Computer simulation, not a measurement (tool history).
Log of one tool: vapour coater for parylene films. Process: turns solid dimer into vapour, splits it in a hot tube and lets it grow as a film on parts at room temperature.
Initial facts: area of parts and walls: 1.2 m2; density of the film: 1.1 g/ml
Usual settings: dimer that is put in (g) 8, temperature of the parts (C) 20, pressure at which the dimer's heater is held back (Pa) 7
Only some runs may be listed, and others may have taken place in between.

| run | hour | dimer that is put in (g) | temperature of the parts (C) | pressure at which the dimer's heater is held back (Pa) | thickness of the film (um) |
|---|---|---|---|---|---|
| 1 | 0 | 8 | 20 | 7 | 3.5 |
| 2 | 29.3 | 8 | 20 | 7 | 3.45 |
| 3 | 71.4 | 3 | 20 | 7 | 1.33 |
| 4 | 121.5 | 8 | 15 | 7 | 4.19 |
| 5 | 178.2 | 8 | 15 | 7 | 4.09 |
| 6 | 213.8 | 8 | 15 | 7 | 4.11 |
|  | 255.7 | trap's valve overhauled |
| 7 | 273.5 | 8 | 20 | 7.52 | 2.9 |
| 8 | 324.9 | 8 | 20 | 7.52 | 2.85 |
| 9 | 371.8 | 8 | 20 | 7.52 | 2.82 |
|  | 415 | trap's valve overhauled, once more |
| 10 | 417.4 | 8 | 20 | 7.52 | 3.85 |
| 11 | 471.9 | 8 | 20 | 7 | 3.85 |
| 12 | 502.2 | 8 | 20 | 7 | 3.74 |
| 13 | 548.2 | 8 | 20 | 7 | 3.8 |
| 14 | 580.4 | 8 | 31 | 7 | 2.45 |
| 15 | 612.5 | 8 | 31 | 7 | 2.45 |
| 16 | 656.2 | 4 | 20 | 7 | 1.89 |
| 17 | 686.2 | 4 | 20 | 7 | 1.84 |
| 18 | 720.6 | 4 | 20 | 7 | 1.84 |
| 19 | 744.5 | 4 | 20 | 7 | 1.81 |
| 20 | 789.7 | 9 | 20 | 7 | 4.07 |
| 21 | 826.6 | 9 | 20 | 7 | 4 |
| 22 | 879.8 | 9 | 20 | 7 | 3.97 |
| 23 | 915.9 | 8 | 20 | 7 | 3.56 |
| 24 | 947.5 | 8 | 20 | 7 | 3.46 |
| 25 | 1003.5 | 8 | 20 | 7 | 3.5 |
| 26 | 1046.2 | 11 | 20 | 7 | 4.64 |
| 27 | 1085.2 | 8 | 20 | 3.61 | 3.77 |
| 28 | 1139.5 | 8 | 26 | 7 | 2.58 |
| 29 | 1189.9 | 4 | 15 | 2.34 | 2.43 |
|  | 1200.9 | trap's valve overhauled |
| 30 | 1250.1 | 3 | 15 | 6.38 | 1.8 |
| 31 | 1274.7 | 3 | 15 | 6.38 | 1.79 |
| 32 | 1299.5 | 5 | 25 | 6.38 | 1.98 |
| 33 | 1350.4 | 11 | 13 | 3.97 | 7.38 |
| 34 | 1382.7 | 3 | 15 | 4.94 | 1.77 |
| 35 | 1420.9 | 3 | 15 | 4.94 | 1.79 |
| 36 | 1472.1 | 3 | 30 | 8.8 | 0.86 |
| 37 | 1507.7 | 3 | 30 | 8.8 | 0.88 |
| 38 | 1533.7 | 9 | 24 | 7 | 3.48 |
| 39 | 1557.3 | 8 | 24 | 9.63 | 2.97 |
| 40 | 1585.1 | 4 | 22 | 4.03 | 1.79 |
| 41 | 1633.4 | 8 | 16 | 4.03 | 4.5 |
| 42 | 1675.9 | 8 | 16 | 4.03 | 4.49 |
| 43 | 1708.9 | 8 | 16 | 4.03 | 4.38 |
| 44 | 1754.8 | 8 | 16 | 4.03 | 4.38 |
| 45 | 1799.3 | 8 | 16 | 4.03 | 4.28 |
| 46 | 1835.1 | 8 | 18 | 7 | 3.7 |

Consider 4 possible next runs. They are alternatives, not a sequence: every one starts from the tool as it was left by run 46. What does each give?
| A | 1864.8 | 5 | 21 | 11.32 | ? |
| B | 1864.8 | 4 | 30 | 6.72 | ? |
| C | 1864.8 | 8 | 16 | 3.12 | ? |
| D | 1864.8 | 8 | 24 | 7 | ? |

| run | thickness of the film (um) |
|---|---|
| A | 1.86 |
| B | 1.14 |
| C | 4.54 |
| D | 2.9 |
What these runs would have given with no unlogged condition in the tool:
| run | thickness of the film (um) |
|---|---|
| A | 2.18 |
| B | 1.34 |
| C | 5.32 |
| D | 3.4 |

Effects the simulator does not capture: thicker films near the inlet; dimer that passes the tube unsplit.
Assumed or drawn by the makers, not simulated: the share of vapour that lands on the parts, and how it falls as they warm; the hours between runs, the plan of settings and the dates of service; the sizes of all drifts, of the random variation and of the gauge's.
